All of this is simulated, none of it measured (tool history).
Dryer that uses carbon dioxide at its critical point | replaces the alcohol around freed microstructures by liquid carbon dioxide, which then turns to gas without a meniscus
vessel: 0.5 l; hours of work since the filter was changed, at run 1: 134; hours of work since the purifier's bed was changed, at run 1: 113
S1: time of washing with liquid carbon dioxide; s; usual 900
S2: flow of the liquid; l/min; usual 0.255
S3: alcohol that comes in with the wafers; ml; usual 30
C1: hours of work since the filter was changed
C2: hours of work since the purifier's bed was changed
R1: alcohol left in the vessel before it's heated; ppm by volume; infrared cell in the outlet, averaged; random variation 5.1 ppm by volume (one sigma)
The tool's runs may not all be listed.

| run | hour | S1 | S2 | S3 | C1 | C2 | R1 |
|---|---|---|---|---|---|---|---|
| 1 | 0.0 | 900 | 0.255 | 30 | 134 | 113 | 96 |
| 2 | 11.4 | 900 | 0.255 | 30 | 139 | 118 | 104 |
| 3 | 25.7 | 900 | 0.255 | 30 | 144 | 124 | 113 |
| 4 | 41.5 | 900 | 0.255 | 30 | 151 | 130 | 99 |
| 5 | 50.5 | 900 | 0.255 | 30 | 154 | 134 | 114 |
| 6 | 62.0 | 900 | 0.255 | 30 | 159 | 138 | 111 |
| 7 | 76.3 | 1200 | 0.255 | 30 | 165 | 144 | 63 |
| 8 | 85.5 | 1200 | 0.255 | 30 | 168 | 148 | 55 |
| 9 | 96.4 | 1200 | 0.255 | 30 | 173 | 152 | 51 |
| 10 | 108.0 | 1200 | 0.255 | 30 | 177 | 157 | 61 |
| 11 | 119.6 | 1200 | 0.255 | 30 | 182 | 161 | 55 |
| 12 | 138.5 | 900 | 0.255 | 30 | 190 | 169 | 119 |
| 13 | 150.5 | 900 | 0.255 | 56 | 194 | 174 | 188 |
| 14 | 163.6 | 900 | 0.255 | 118 | 200 | 179 | 316 |
| 15 | 176.1 | 900 | 0.190 | 30 | 205 | 184 | 433 |
| 16 | 188.3 | 900 | 0.255 | 41 | 209 | 189 | 166 |
| 17 | 203.4 | 900 | 0.255 | 41 | 216 | 195 | 167 |
| 18 | 212.9 | 900 | 0.255 | 30 | 219 | 199 | 135 |
| 19 | 230.7 | 1260 | 0.198 | 21 | 226 | 206 | 100 |
| 20 | 241.7 | 1260 | 0.193 | 24 | 231 | 210 | 108 |
| 21 | 251.4 | 840 | 0.221 | 68 | 235 | 214 | 670 |
| 22 | 265.8 | 1200 | 0.255 | 30 | 241 | 220 | 85 |
| 23 | 276.3 | 780 | 0.222 | 115 | 245 | 224 | 1507 |
| 24 | 284.8 | 660 | 0.196 | 26 | 248 | 228 | 1272 |
| 25 | 304.6 | 960 | 0.385 | 55 | 256 | 235 | 86 |
| 26 | 324.2 | 900 | 0.262 | 76 | 264 | 243 | 255 |
| 27 | 335.4 | 900 | 0.262 | 74 | 268 | 248 | 240 |
| 28 | 352.2 | 660 | 0.255 | 30 | 275 | 255 | 558 |
| 29 | 360.6 | 660 | 0.255 | 30 | 279 | 258 | 576 |
| 30 | 377.3 | 900 | 0.303 | 30 | 285 | 265 | 120 |
| 31 | 392.2 | 900 | 0.303 | 30 | 291 | 271 | 111 |
| 32 | 409.9 | 540 | 0.373 | 44 | 298 | 278 | 380 |
| 33 | 420.3 | 540 | 0.373 | 44 | 303 | 282 | 392 |
| 34 | 440.5 | 960 | 0.227 | 31 | 311 | 290 | 227 |
| 35 | 456.0 | 960 | 0.227 | 119 | 317 | 296 | 591 |

The same runs without the tool's hidden state, with the same run-to-run variation:
The hidden state here: flow that reaches the vessel past the clogged filter, %; alcohol in the recycled carbon dioxide, ppm; drift of the gauge itself on alcohol_ppm, %.
| run | R1 |
|---|---|
| 1 | 45 |
| 2 | 49 |
| 3 | 56 |
| 4 | 41 |
| 5 | 53 |
| 6 | 51 |
| 7 | 15 |
| 8 | 5 |
| 9 | 1 |
| 10 | 10 |
| 11 | 3 |
| 12 | 43 |
| 13 | 88 |
| 14 | 166 |
| 15 | 268 |
| 16 | 69 |
| 17 | 69 |
| 18 | 44 |
| 19 | 23 |
| 20 | 25 |
| 21 | 394 |
| 22 | 13 |
| 23 | 948 |
| 24 | 873 |
| 25 | 11 |
| 26 | 102 |
| 27 | 88 |
| 28 | 305 |
| 29 | 314 |
| 30 | 20 |
| 31 | 13 |
| 32 | 169 |
| 33 | 170 |
| 34 | 75 |
| 35 | 252 |
